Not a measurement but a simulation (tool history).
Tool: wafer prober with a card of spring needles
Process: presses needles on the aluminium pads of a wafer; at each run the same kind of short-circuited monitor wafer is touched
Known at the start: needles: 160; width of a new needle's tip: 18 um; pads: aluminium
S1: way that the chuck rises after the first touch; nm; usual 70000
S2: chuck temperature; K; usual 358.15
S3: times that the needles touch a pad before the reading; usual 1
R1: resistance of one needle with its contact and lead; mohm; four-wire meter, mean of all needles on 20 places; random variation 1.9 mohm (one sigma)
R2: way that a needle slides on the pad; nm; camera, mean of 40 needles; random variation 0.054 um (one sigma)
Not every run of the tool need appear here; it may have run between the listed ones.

Run 1, hour 0.0: usual settings. Result: R1 237 mohm, R2 15320 nm.
At hour 11.3: tips cleaned on abrasive film.
At hour 30.1: tips cleaned on abrasive film.
Run 2, hour 42.4: usual settings. Result: R1 244 mohm, R2 15310 nm.
At hour 46.3: tips cleaned on abrasive film.
At hour 65.1: tips cleaned on abrasive film.
At hour 83.9: tips cleaned on abrasive film.
Run 3, hour 95.0: usual settings. Result: R1 242 mohm, R2 15160 nm.
At hour 102.6: tips cleaned on abrasive film.
At hour 117.6: tips cleaned on abrasive film.
At hour 136.4: tips cleaned on abrasive film.
At hour 154.4: tips cleaned on abrasive film.
Run 4, hour 154.4: usual settings but S2 361.15 K. Result: R1 205 mohm, R2 15120 nm.
At hour 169.5: tips cleaned on abrasive film.
At hour 188.3: tips cleaned on abrasive film.
At hour 207.1: tips cleaned on abrasive film.
Run 5, hour 221.0: usual settings but S2 361.15 K. Result: R1 254 mohm, R2 14950 nm.
At hour 224.9: tips cleaned on abrasive film.
At hour 239.9: tips cleaned on abrasive film.
At hour 258.8: tips cleaned on abrasive film.
At hour 277.6: tips cleaned on abrasive film.
Run 6, hour 283.0: usual settings but S1 75000 nm. Result: R1 226 mohm, R2 16000 nm.
At hour 294.4: tips cleaned on abrasive film.
At hour 309.4: tips cleaned on abrasive film.
At hour 328.3: tips cleaned on abrasive film.
Run 7, hour 334.3: usual settings. Result: R1 235 mohm, R2 14810 nm.
At hour 345.6: tips cleaned on abrasive film.
At hour 364.4: tips cleaned on abrasive film.
At hour 383.2: tips cleaned on abrasive film.
At hour 402.0: tips cleaned on abrasive film.
At hour 409.8: height of the first contact set anew.
At hour 417.4: tips cleaned on abrasive film.
Run 8, hour 422.1: usual settings. Result: R1 230 mohm, R2 15230 nm.
At hour 433.4: tips cleaned on abrasive film.
At hour 452.2: tips cleaned on abrasive film.
Run 9, hour 467.0: usual settings. Result: R1 251 mohm, R2 15210 nm.
At hour 470.8: tips cleaned on abrasive film.
At hour 485.9: tips cleaned on abrasive film.
At hour 504.7: tips cleaned on abrasive film.
At hour 519.8: tips cleaned on abrasive film.
At hour 538.6: tips cleaned on abrasive film.
At hour 553.6: tips cleaned on abrasive film.
Run 10, hour 558.1: usual settings. Result: R1 228 mohm, R2 15090 nm.
At hour 569.4: tips cleaned on abrasive film.
At hour 584.5: tips cleaned on abrasive film.
At hour 603.3: tips cleaned on abrasive film.
At hour 622.0: tips cleaned on abrasive film.
Run 11, hour 622.0: usual settings. Result: R1 207 mohm, R2 14960 nm.
At hour 640.8: tips cleaned on abrasive film.
At hour 655.9: tips cleaned on abrasive film.
At hour 671.0: tips cleaned on abrasive film.
Run 12, hour 680.3: usual settings. Result: R1 248 mohm, R2 14910 nm.
At hour 687.8: tips cleaned on abrasive film.
At hour 702.9: tips cleaned on abrasive film.
At hour 721.7: tips cleaned on abrasive film.
Run 13, hour 731.4: usual settings. Result: R1 251 mohm, R2 14860 nm.
At hour 739.0: tips cleaned on abrasive film.
At hour 757.8: tips cleaned on abrasive film.
At hour 772.8: tips cleaned on abrasive film.
Run 14, hour 773.5: usual settings but S1 57000 nm, S3 2. Result: R1 215 mohm, R2 11980 nm.
At hour 788.5: tips cleaned on abrasive film.
At hour 807.3: tips cleaned on abrasive film.
At hour 826.2: tips cleaned on abrasive film.
At hour 830.2: height of the first contact set anew.
At hour 845.3: tips cleaned on abrasive film.
Run 15, hour 852.8: usual settings but S1 57000 nm, S3 2. Result: R1 244 mohm, R2 12500 nm.
At hour 860.4: tips cleaned on abrasive film.
At hour 879.2: tips cleaned on abrasive film.
At hour 894.3: tips cleaned on abrasive film.
Run 16, hour 899.5: usual settings but S1 57000 nm, S2 319.15 K, S3 2. Result: R1 228 mohm, R2 12320 nm.
At hour 910.8: tips cleaned on abrasive film.
At hour 929.6: tips cleaned on abrasive film.
At hour 948.4: tips cleaned on abrasive film.
At hour 967.2: tips cleaned on abrasive film.
At hour 983.4: tips cleaned on abrasive film.
Run 17, hour 983.4: usual settings but S1 53000 nm, S2 381.15 K. Result: R1 221 mohm, R2 11330 nm.
At hour 998.5: tips cleaned on abrasive film.
At hour 1013.5: tips cleaned on abrasive film.
Run 18, hour 1026.6: usual settings but S1 53000 nm, S2 381.15 K. Result: R1 305 mohm, R2 11260 nm.
At hour 1030.5: tips cleaned on abrasive film.
At hour 1049.3: tips cleaned on abrasive film.
At hour 1068.1: tips cleaned on abrasive film.
At hour 1083.2: tips cleaned on abrasive film.
At hour 1102.0: tips cleaned on abrasive film.
Run 19, hour 1106.2: usual settings but S1 53000 nm, S2 381.15 K. Result: R1 264 mohm, R2 11110 nm.
At hour 1117.6: tips cleaned on abrasive film.
At hour 1136.4: tips cleaned on abrasive film.
At hour 1151.4: tips cleaned on abrasive film.
At hour 1170.3: tips cleaned on abrasive film.
At hour 1188.5: tips cleaned on abrasive film.
Run 20, hour 1188.5: usual settings but S1 53000 nm, S2 381.15 K. Result: R1 227 mohm, R2 10980 nm.
At hour 1203.6: tips cleaned on abrasive film.
At hour 1222.4: tips cleaned on abrasive film.
At hour 1237.5: tips cleaned on abrasive film.
At hour 1249.0: height of the first contact set anew.
Run 21, hour 1252.2: usual settings but S1 52000 nm, S2 381.15 K. Result: R1 316 mohm, R2 11330 nm.
At hour 1256.1: tips cleaned on abrasive film.
At hour 1271.1: tips cleaned on abrasive film.
At hour 1289.9: tips cleaned on abrasive film.
Run 22, hour 1290.1: usual settings but S1 79000 nm, S2 393.15 K, S3 2. Result: R1 208 mohm, R2 17090 nm.
At hour 1305.2: tips cleaned on abrasive film.
At hour 1320.2: tips cleaned on abrasive film.
Run 23, hour 1332.5: usual settings but S1 68000 nm, S2 326.15 K. Result: R1 257 mohm, R2 14720 nm.
At hour 1336.4: tips cleaned on abrasive film.
At hour 1351.4: tips cleaned on abrasive film.
At hour 1370.2: tips cleaned on abrasive film.
At hour 1389.1: tips cleaned on abrasive film.
At hour 1407.9: tips cleaned on abrasive film.
Run 24, hour 1411.5: usual settings but S1 68000 nm, S2 326.15 K. Result: R1 229 mohm, R2 14660 nm.
At hour 1426.6: tips cleaned on abrasive film.
At hour 1441.7: tips cleaned on abrasive film.
At hour 1456.8: tips cleaned on abrasive film.
Run 25, hour 1469.2: usual settings but S1 68000 nm, S2 326.15 K. Result: R1 264 mohm, R2 14610 nm.

For some of the steps in R1 from one run to the next: how much would appear even if the tool had no hidden state, given the settings, what came in and random variation, and how much remains for the hidden state plus any gauge scatter that the measured result and the result without hidden state don't share?
The tool's hidden condition here consists of: debris on the tips, nm; way that the needles fall short of the set height, um; tips' diameter, um; drift of the gauge itself on contact_mohm, %; drift of the gauge itself on scrub_um, %.
Run 20 -> 21: S1 53000 -> 52000, tips cleaned on abrasive film, tips cleaned on abrasive film, tips cleaned on abrasive film, height of the first contact set anew. R1 +89 mohm: hidden state +92, all else -3.
Run 21 -> 22: S1 52000 -> 79000, S2 381.15 -> 393.15, S3 1 -> 2, tips cleaned on abrasive film, tips cleaned on abrasive film, tips cleaned on abrasive film. R1 -108 mohm: hidden state -103, all else -5.
